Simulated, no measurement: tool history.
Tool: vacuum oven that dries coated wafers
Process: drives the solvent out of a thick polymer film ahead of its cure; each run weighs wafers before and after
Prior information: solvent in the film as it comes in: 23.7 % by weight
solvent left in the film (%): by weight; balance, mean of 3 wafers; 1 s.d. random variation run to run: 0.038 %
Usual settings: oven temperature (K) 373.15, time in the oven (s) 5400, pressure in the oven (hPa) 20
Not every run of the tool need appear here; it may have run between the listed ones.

| run | hour | oven temperature (K) | time in the oven (s) | pressure in the oven (hPa) | solvent left in the film (%) |
|---|---|---|---|---|---|
| 1 | 0 | 373.15 | 5400 | 20 | 3.25 |
| 2 | 31.6 | 366.15 | 5400 | 20 | 6.26 |
| 3 | 62.5 | 366.15 | 5400 | 20 | 6.25 |
| 4 | 111.6 | 366.15 | 5400 | 20 | 6.23 |
|  | 127.3 | oven's thermocouples calibrated |
| 5 | 148.7 | 366.15 | 5400 | 20 | 6.38 |
| 6 | 197.3 | 366.15 | 5400 | 20 | 6.52 |
| 7 | 248 | 366.15 | 5400 | 20 | 6.34 |
| 8 | 285.1 | 366.15 | 5400 | 20 | 6.43 |
| 9 | 318.8 | 373.15 | 5400 | 44 | 4.41 |
| 10 | 373.6 | 373.15 | 9060 | 20 | 1.62 |
| 11 | 410.1 | 373.15 | 9060 | 20 | 1.71 |
| 12 | 446.7 | 373.15 | 9060 | 20 | 1.66 |
| 13 | 488.2 | 373.15 | 5400 | 20 | 3.37 |
| 14 | 514.4 | 373.15 | 5400 | 20 | 3.41 |
| 15 | 571.9 | 373.15 | 5400 | 20 | 3.29 |
| 16 | 626.4 | 385.15 | 5400 | 20 | 0.95 |
| 17 | 665.1 | 385.15 | 5400 | 20 | 0.91 |
|  | 683.8 | vacuum gauge cleaned of residue and calibrated |
| 18 | 693.5 | 385.15 | 5400 | 20 | 0.74 |
| 19 | 738.1 | 373.15 | 5400 | 20 | 3.04 |
| 20 | 786.4 | 373.15 | 5400 | 20 | 3.06 |
| 21 | 841 | 373.15 | 5400 | 20 | 3.1 |
| 22 | 867.7 | 379.15 | 2760 | 20 | 4.28 |
| 23 | 916.4 | 372.15 | 7740 | 13.7 | 1.67 |
| 24 | 974.5 | 387.15 | 7740 | 25.7 | 0.77 |
| 25 | 1007.6 | 387.15 | 7740 | 25.7 | 0.76 |
| 26 | 1063.8 | 366.15 | 4380 | 10.7 | 6.96 |
| 27 | 1107.1 | 386.15 | 4500 | 66.1 | 2.19 |
| 28 | 1164.5 | 358.15 | 5400 | 42.1 | 11.07 |
| 29 | 1225.1 | 358.15 | 5400 | 42.1 | 11.11 |
| 30 | 1284.4 | 373.15 | 7500 | 18.4 | 1.82 |
| 31 | 1338.4 | 387.15 | 5400 | 20 | 0.66 |
| 32 | 1394.9 | 363.15 | 5400 | 66.2 | 9.63 |
| 33 | 1432.5 | 363.15 | 3900 | 66.2 | 11.53 |
|  | 1478.9 | oven's thermocouples calibrated |
| 34 | 1492.2 | 363.15 | 3900 | 66.2 | 12.22 |
| 35 | 1553 | 363.15 | 3900 | 66.2 | 12.19 |
| 36 | 1586.6 | 383.15 | 5400 | 20 | 1.1 |
| 37 | 1638.9 | 383.15 | 5400 | 20 | 1.02 |
| 38 | 1680.5 | 383.15 | 5400 | 20 | 1.06 |
| 39 | 1744.4 | 373.15 | 6900 | 76.5 | 4.92 |
| 40 | 1781.6 | 373.15 | 4560 | 27.8 | 4.58 |

For some of the steps in solvent left in the film (%) from one run to the next: how much would appear even if the tool had no hidden state, given the settings, what came in and random variation, and how much remains for the hidden state plus any gauge scatter that the measured result and the result without hidden state don't share?
Unlogged tool condition in this case: true wafer temperature over the reading, C; true pressure over the reading, kPa; drift of the gauge itself on solvent_pct, %.
Run 25 -> 26: oven temperature (K) 387.15 -> 366.15, time in the oven (s) 7740 -> 4380, pressure in the oven (hPa) 25.7 -> 10.7. solvent left in the film (%) +6.2: hidden state -0.42, all else +6.62.
Run 29 -> 30: oven temperature (K) 358.15 -> 373.15, time in the oven (s) 5400 -> 7500, pressure in the oven (hPa) 42.1 -> 18.4. solvent left in the film (%) -9.29: hidden state +0.28, all else -9.57.
Run 31 -> 32: oven temperature (K) 387.15 -> 363.15, pressure in the oven (hPa) 20 -> 66.2. solvent left in the film (%) +8.97: hidden state -0.53, all else +9.5.
Run 33 -> 34: oven's thermocouples calibrated. solvent left in the film (%) +0.69: hidden state +0.61, all else +0.08.
Run 35 -> 36: oven temperature (K) 363.15 -> 383.15, time in the oven (s) 3900 -> 5400, pressure in the oven (hPa) 66.2 -> 20. solvent left in the film (%) -11.09: hidden state +0, all else -11.09.
